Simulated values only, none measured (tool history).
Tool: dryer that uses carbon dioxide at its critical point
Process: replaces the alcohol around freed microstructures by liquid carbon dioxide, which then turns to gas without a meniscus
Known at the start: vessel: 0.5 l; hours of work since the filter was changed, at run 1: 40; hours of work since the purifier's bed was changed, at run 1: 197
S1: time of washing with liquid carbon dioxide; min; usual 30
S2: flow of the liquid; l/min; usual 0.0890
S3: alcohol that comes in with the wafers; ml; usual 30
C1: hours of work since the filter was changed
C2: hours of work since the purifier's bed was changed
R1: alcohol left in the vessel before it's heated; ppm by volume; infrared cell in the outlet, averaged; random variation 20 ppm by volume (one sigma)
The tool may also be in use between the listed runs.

Run 1, day 0.000: usual settings; C1 40; C2 197. Result: R1 1378 ppm by volume.
Run 2, day 0.933: usual settings; C1 53; C2 210. Result: R1 1420 ppm by volume.
Run 3, day 1.696: usual settings; C1 64; C2 220. Result: R1 1414 ppm by volume.
Run 4, day 2.629: usual settings; C1 77; C2 233. Result: R1 1438 ppm by volume.
Run 5, day 3.308: usual settings but S2 0.0895 l/min; C1 86; C2 243. Result: R1 1450 ppm by volume.
Run 6, day 3.833: usual settings; C1 93; C2 250. Result: R1 1466 ppm by volume.
Run 7, day 4.788: usual settings but S3 34 ml; C1 107; C2 263. Result: R1 1733 ppm by volume.
Run 8, day 5.983: usual settings but S3 34 ml; C1 123; C2 280. Result: R1 1717 ppm by volume.
Run 9, day 7.096: usual settings but S2 0.0536 l/min; C1 139; C2 295. Result: R1 6831 ppm by volume.
Run 10, day 7.808: usual settings; C1 149; C2 305. Result: R1 1556 ppm by volume.
Run 11, day 8.904: usual settings but S3 103 ml; C1 164; C2 320. Result: R1 5616 ppm by volume.
Run 12, day 9.650: usual settings but S3 103 ml; C1 174; C2 331. Result: R1 5488 ppm by volume.
Run 13, day 10.762: usual settings but S3 103 ml; C1 190; C2 346. Result: R1 5443 ppm by volume.
Run 14, day 11.650: usual settings; C1 202; C2 359. Result: R1 1649 ppm by volume.
Run 15, day 12.654: usual settings; C1 216; C2 373. Result: R1 1691 ppm by volume.
Run 16, day 13.692: usual settings; C1 230; C2 387. Result: R1 1715 ppm by volume.
Run 17, day 14.633: usual settings; C1 243; C2 400. Result: R1 1759 ppm by volume.
Run 18, day 15.525: usual settings but S2 0.0800 l/min; C1 256; C2 412. Result: R1 2560 ppm by volume.
Run 19, day 16.242: usual settings but S2 0.0800 l/min; C1 266; C2 422. Result: R1 2695 ppm by volume.
Run 20, day 16.842: usual settings; C1 274; C2 431. Result: R1 1799 ppm by volume.
Run 21, day 17.821: usual settings; C1 288; C2 444. Result: R1 1841 ppm by volume.
Run 22, day 19.050: usual settings but S1 42 min; C1 305; C2 461. Result: R1 477 ppm by volume.
Run 23, day 19.938: usual settings but S1 42 min; C1 317; C2 474. Result: R1 481 ppm by volume.
Run 24, day 21.221: usual settings but S2 0.0549 l/min; C1 335; C2 492. Result: R1 7557 ppm by volume.
Run 25, day 22.071: usual settings but S1 32 min, S2 0.1313 l/min, S3 48 ml; C1 347; C2 503. Result: R1 409 ppm by volume.
Run 26, day 22.712: usual settings but S1 32 min, S2 0.1313 l/min, S3 48 ml; C1 356; C2 512. Result: R1 430 ppm by volume.
Run 27, day 23.538: usual settings but S1 32 min, S2 0.0709 l/min, S3 48 ml; C1 367; C2 524. Result: R1 5634 ppm by volume.
At day 23.738: inlet filter changed.
Run 28, day 24.500: usual settings but S1 36 min, S2 0.1409 l/min, S3 56 ml; C1 11; C2 536. Result: R1 93 ppm by volume.
Run 29, day 25.512: usual settings but S1 24 min, S2 0.1089 l/min; C1 25; C2 551. Result: R1 1466 ppm by volume.
Run 30, day 26.642: usual settings but S1 32 min, S2 0.1312 l/min, S3 49 ml; C1 40; C2 566. Result: R1 265 ppm by volume.
Run 31, day 27.458: usual settings but S1 31 min, S2 0.0867 l/min, S3 42 ml; C1 52; C2 578. Result: R1 1944 ppm by volume.
Run 32, day 28.696: usual settings but S1 31 min, S2 0.0867 l/min, S3 42 ml; C1 69; C2 595. Result: R1 1967 ppm by volume.
Run 33, day 29.792: usual settings but S1 42 min, S2 0.0867 l/min, S3 90 ml; C1 84; C2 610. Result: R1 1184 ppm by volume.
Run 34, day 30.871: usual settings but S1 42 min, S2 0.0867 l/min, S3 90 ml; C1 99; C2 625. Result: R1 1185 ppm by volume.
Run 35, day 31.925: usual settings but S2 0.1468 l/min, S3 50 ml; C1 114; C2 640. Result: R1 226 ppm by volume.
Run 36, day 32.650: usual settings but S1 44 min, S2 0.0622 l/min, S3 81 ml; C1 124; C2 650. Result: R1 4044 ppm by volume.
Run 37, day 33.558: usual settings but S1 26 min, S2 0.0622 l/min, S3 21 ml; C1 136; C2 662. Result: R1 4754 ppm by volume.
Run 38, day 34.808: usual settings but S1 26 min, S2 0.0622 l/min, S3 21 ml; C1 154; C2 680. Result: R1 4854 ppm by volume.
Run 39, day 35.446: usual settings but S1 24 min, S2 0.0622 l/min, S3 21 ml; C1 163; C2 688. Result: R1 5676 ppm by volume.
Run 40, day 36.450: usual settings but S1 24 min, S2 0.0622 l/min, S3 21 ml; C1 177; C2 702. Result: R1 5774 ppm by volume.
Run 41, day 37.417: usual settings but S2 0.0991 l/min; C1 190; C2 716. Result: R1 1120 ppm by volume.
Run 42, day 38.271: usual settings but S2 0.0991 l/min; C1 202; C2 728. Result: R1 1115 ppm by volume.
Run 43, day 38.975: usual settings but S1 48 min, S2 0.0598 l/min; C1 212; C2 738. Result: R1 1421 ppm by volume.
Run 44, day 39.967: usual settings but S1 20 min, S2 0.0739 l/min, S3 61 ml; C1 225; C2 751. Result: R1 17091 ppm by volume.
Run 45, day 40.988: usual settings but S1 20 min, S2 0.0757 l/min, S3 42 ml; C1 240; C2 765. Result: R1 11561 ppm by volume.
Run 46, day 42.292: usual settings but S3 45 ml; C1 258; C2 784. Result: R1 2650 ppm by volume.
Run 47, day 43.358: usual settings but S1 31 min, S2 0.1095 l/min, S3 94 ml; C1 272; C2 798. Result: R1 2135 ppm by volume.

Hidden state at the last listed run before each entry between runs and at the first one after, where it differs:
Between runs 27 and 28: inlet filter changed (day 23.738)
  flow that reaches the vessel past the clogged filter, %: 89 -> 99.2; alcohol in the recycled carbon dioxide, ppm: 24.7 -> 25.1
  measured less the result without the state, R1: +1691 -> +24 ppm by volume
